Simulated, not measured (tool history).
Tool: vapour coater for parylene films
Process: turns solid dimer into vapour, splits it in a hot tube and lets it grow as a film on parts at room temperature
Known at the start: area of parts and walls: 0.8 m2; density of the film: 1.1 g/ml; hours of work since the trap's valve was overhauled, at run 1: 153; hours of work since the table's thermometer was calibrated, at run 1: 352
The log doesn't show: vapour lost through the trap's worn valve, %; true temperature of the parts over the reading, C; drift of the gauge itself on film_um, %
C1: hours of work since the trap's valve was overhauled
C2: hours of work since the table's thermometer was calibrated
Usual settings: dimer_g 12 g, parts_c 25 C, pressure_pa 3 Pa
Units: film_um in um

{"run": 1, "hour": 0.0, "dimer_g": 12, "parts_c": 25, "pressure_pa": 3, "C1": 153, "C2": 352, "film_um": 8.24}
{"run": 2, "hour": 6.3, "dimer_g": 12, "parts_c": 27, "pressure_pa": 3, "C1": 159, "C2": 357, "film_um": 7.61}
{"run": 3, "hour": 12.7, "dimer_g": 12, "parts_c": 25, "pressure_pa": 3, "C1": 165, "C2": 363, "film_um": 8.21}
{"run": 4, "hour": 23.1, "dimer_g": 12, "parts_c": 25, "pressure_pa": 3, "C1": 174, "C2": 372, "film_um": 8.13}
{"run": 5, "hour": 36.7, "dimer_g": 12, "parts_c": 25, "pressure_pa": 3, "C1": 186, "C2": 384, "film_um": 8.09}
{"run": 6, "hour": 47.3, "dimer_g": 12, "parts_c": 25, "pressure_pa": 3, "C1": 195, "C2": 393, "film_um": 8.15}
{"run": 7, "hour": 54.7, "dimer_g": 12, "parts_c": 35, "pressure_pa": 3, "C1": 201, "C2": 400, "film_um": 5.54}
{"run": 8, "hour": 65.8, "dimer_g": 12, "parts_c": 35, "pressure_pa": 3, "C1": 211, "C2": 409, "film_um": 5.52}
{"run": 9, "hour": 79.5, "dimer_g": 12, "parts_c": 25, "pressure_pa": 3, "C1": 223, "C2": 421, "film_um": 8.07}
{"run": 10, "hour": 86.2, "dimer_g": 17, "parts_c": 25, "pressure_pa": 3, "C1": 229, "C2": 427, "film_um": 11.39}
{"run": 11, "hour": 94.1, "dimer_g": 12, "parts_c": 33, "pressure_pa": 3, "C1": 236, "C2": 434, "film_um": 5.94}
{"hour": 109.7, "done": "trap's valve overhauled"}
{"run": 12, "hour": 111.6, "dimer_g": 12, "parts_c": 33, "pressure_pa": 3, "C1": 2, "C2": 446, "film_um": 6.3}
{"run": 13, "hour": 117.8, "dimer_g": 12, "parts_c": 33, "pressure_pa": 2.04, "C1": 7, "C2": 451, "film_um": 6.47}
{"run": 14, "hour": 125.6, "dimer_g": 12, "parts_c": 27, "pressure_pa": 2.41, "C1": 14, "C2": 458, "film_um": 8.02}
{"run": 15, "hour": 135.6, "dimer_g": 12, "parts_c": 27, "pressure_pa": 2.41, "C1": 23, "C2": 467, "film_um": 7.95}
{"run": 16, "hour": 146.0, "dimer_g": 13, "parts_c": 37, "pressure_pa": 9.46, "C1": 32, "C2": 476, "film_um": 5.5}
{"run": 17, "hour": 152.7, "dimer_g": 7, "parts_c": 25, "pressure_pa": 9.63, "C1": 38, "C2": 482, "film_um": 4.58}
{"run": 18, "hour": 167.6, "dimer_g": 9, "parts_c": 28, "pressure_pa": 3, "C1": 51, "C2": 495, "film_um": 5.61}
{"run": 19, "hour": 175.8, "dimer_g": 8, "parts_c": 26, "pressure_pa": 3.57, "C1": 58, "C2": 502, "film_um": 5.38}
{"run": 20, "hour": 191.0, "dimer_g": 12, "parts_c": 36, "pressure_pa": 10.32, "C1": 71, "C2": 516, "film_um": 5.21}
{"run": 21, "hour": 201.1, "dimer_g": 14, "parts_c": 28, "pressure_pa": 3, "C1": 80, "C2": 524, "film_um": 8.74}
{"run": 22, "hour": 213.6, "dimer_g": 8, "parts_c": 25, "pressure_pa": 3, "C1": 91, "C2": 535, "film_um": 5.64}
{"run": 23, "hour": 226.5, "dimer_g": 8, "parts_c": 33, "pressure_pa": 3.19, "C1": 102, "C2": 547, "film_um": 4.09}
{"run": 24, "hour": 240.0, "dimer_g": 8, "parts_c": 33, "pressure_pa": 3.19, "C1": 114, "C2": 559, "film_um": 4.12}

Hidden state at the last listed run before each entry between runs and at the first one after, where it differs:
Between runs 11 and 12: trap's valve overhauled (hour 109.7)
  vapour lost through the trap's worn valve, %: 5.4 -> 0.1; true temperature of the parts over the reading, C: -0.12 -> -0.13
  measured less the result without the state, film_um: -0.31 -> +0.02 um
